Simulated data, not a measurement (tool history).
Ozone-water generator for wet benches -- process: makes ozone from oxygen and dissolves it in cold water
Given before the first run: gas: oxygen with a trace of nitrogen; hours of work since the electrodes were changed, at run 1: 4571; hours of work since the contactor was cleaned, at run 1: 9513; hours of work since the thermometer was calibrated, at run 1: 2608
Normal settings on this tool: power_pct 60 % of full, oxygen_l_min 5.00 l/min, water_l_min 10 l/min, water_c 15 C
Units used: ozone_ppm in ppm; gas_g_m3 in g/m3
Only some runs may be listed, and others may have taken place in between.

| run | hour | power_pct | oxygen_l_min | water_l_min | water_c | hours of work since the electrodes were changed | hours of work since the contactor was cleaned | hours of work since the thermometer was calibrated | ozone_ppm | gas_g_m3 |
|---|---|---|---|---|---|---|---|---|---|---|
| 1 | 0.0 | 60 | 5.00 | 10 | 15 | 4571 | 9513 | 2608 | 31.6 | 216.3 |
| 2 | 131.3 | 60 | 5.00 | 13 | 15 | 4684 | 9626 | 2722 | 26.2 | 217.2 |
| 3 | 191.1 | 60 | 5.00 | 10 | 15 | 4735 | 9678 | 2773 | 31.8 | 216.8 |
| 4 | 297.9 | 60 | 5.00 | 10 | 15 | 4827 | 9770 | 2865 | 32.0 | 216.5 |
| 5 | 401.6 | 60 | 5.00 | 10 | 15 | 4916 | 9859 | 2954 | 32.4 | 217.9 |
| 6 | 483.5 | 54 | 5.00 | 10 | 15 | 4987 | 9930 | 3025 | 30.0 | 202.4 |
| 7 | 558.9 | 54 | 5.00 | 10 | 15 | 5052 | 9995 | 3090 | 29.8 | 203.9 |
| 8 | 686.9 | 60 | 5.00 | 10 | 13 | 5162 | 10105 | 3200 | 33.5 | 215.5 |
| 9 | 783.7 | 60 | 5.00 | 10 | 13 | 5246 | 10188 | 3283 | 33.2 | 216.8 |
| 10 | 903.9 | 60 | 5.00 | 10 | 15 | 5349 | 10292 | 3387 | 32.0 | 218.6 |
| 11 | 982.8 | 60 | 5.00 | 10 | 15 | 5417 | 10360 | 3455 | 31.9 | 216.7 |
| 12 | 1053.2 | 60 | 5.00 | 11 | 15 | 5478 | 10420 | 3515 | 29.7 | 220.8 |
| 13 | 1184.4 | 60 | 5.00 | 9 | 15 | 5591 | 10533 | 3628 | 34.0 | 221.4 |
| 14 | 1248.2 | 60 | 5.00 | 9 | 15 | 5646 | 10588 | 3683 | 34.1 | 218.3 |
|  | 1331.0 | contactor cleaned |
| 15 | 1351.0 | 60 | 5.00 | 10 | 15 | 5731 | 17 | 3768 | 31.7 | 220.2 |
| 16 | 1428.5 | 62 | 2.80 | 14 | 15 | 5797 | 84 | 3835 | 23.9 | 297.3 |
| 17 | 1568.4 | 60 | 2.80 | 10 | 11 | 5918 | 204 | 3956 | 34.0 | 291.8 |
| 18 | 1640.6 | 60 | 2.80 | 15 | 8 | 5980 | 267 | 4018 | 23.5 | 289.3 |
| 19 | 1709.7 | 60 | 5.00 | 8 | 8 | 6039 | 326 | 4077 | 42.8 | 217.0 |
| 20 | 1827.7 | 63 | 2.99 | 13 | 18 | 6141 | 428 | 4179 | 25.1 | 290.7 |
| 21 | 1966.1 | 63 | 2.99 | 13 | 18 | 6260 | 547 | 4298 | 25.1 | 291.2 |
| 22 | 2037.0 | 60 | 5.00 | 15 | 15 | 6321 | 608 | 4359 | 23.1 | 219.7 |
| 23 | 2104.3 | 42 | 4.29 | 8 | 9 | 6379 | 666 | 4417 | 33.6 | 190.7 |
| 24 | 2211.1 | 42 | 4.29 | 8 | 9 | 6471 | 758 | 4509 | 33.5 | 188.7 |
| 25 | 2324.6 | 60 | 6.96 | 11 | 15 | 6569 | 856 | 4607 | 28.9 | 186.5 |
| 26 | 2454.3 | 60 | 6.20 | 16 | 16 | 6681 | 967 | 4718 | 21.8 | 198.6 |
| 27 | 2534.7 | 60 | 7.60 | 16 | 22 | 6750 | 1036 | 4788 | 19.1 | 179.9 |
| 28 | 2635.9 | 89 | 5.00 | 13 | 15 | 6837 | 1124 | 4875 | 33.3 | 283.5 |
| 29 | 2777.6 | 89 | 5.00 | 13 | 15 | 6959 | 1246 | 4997 | 33.2 | 282.5 |

Measured less the same run without the tool's hidden state. The same run-to-run variation is in both; the gauge's scatter may not be:
What the log doesn't record here: yield of the discharge, % of new electrodes'; contactor's efficiency, % of a clean one's; true water temperature over the reading, C; drift of the gauge itself on ozone_ppm, %; drift of the gauge itself on gas_g_m3, %.
| run | gas_g_m3 |
|---|---|
| 1 | -0.1 |
| 2 | +0.1 |
| 3 | +0.3 |
| 4 | +0.4 |
| 5 | +0.6 |
| 6 | +0.7 |
| 7 | +0.8 |
| 8 | +1.2 |
| 9 | +1.3 |
| 10 | +1.5 |
| 11 | +1.6 |
| 12 | +1.9 |
| 13 | +2.1 |
| 14 | +2.2 |
| 15 | +2.4 |
| 16 | +3.4 |
| 17 | +3.7 |
| 18 | +3.9 |
| 19 | +3.0 |
| 20 | +4.3 |
| 21 | +4.7 |
| 22 | +3.7 |
| 23 | +3.3 |
| 24 | +3.4 |
| 25 | +3.6 |
| 26 | +4.0 |
| 27 | +3.7 |
| 28 | +6.0 |
| 29 | +6.3 |
ozone_ppm without the hidden state stays within 0.1 ppm of what was measured, in all runs.
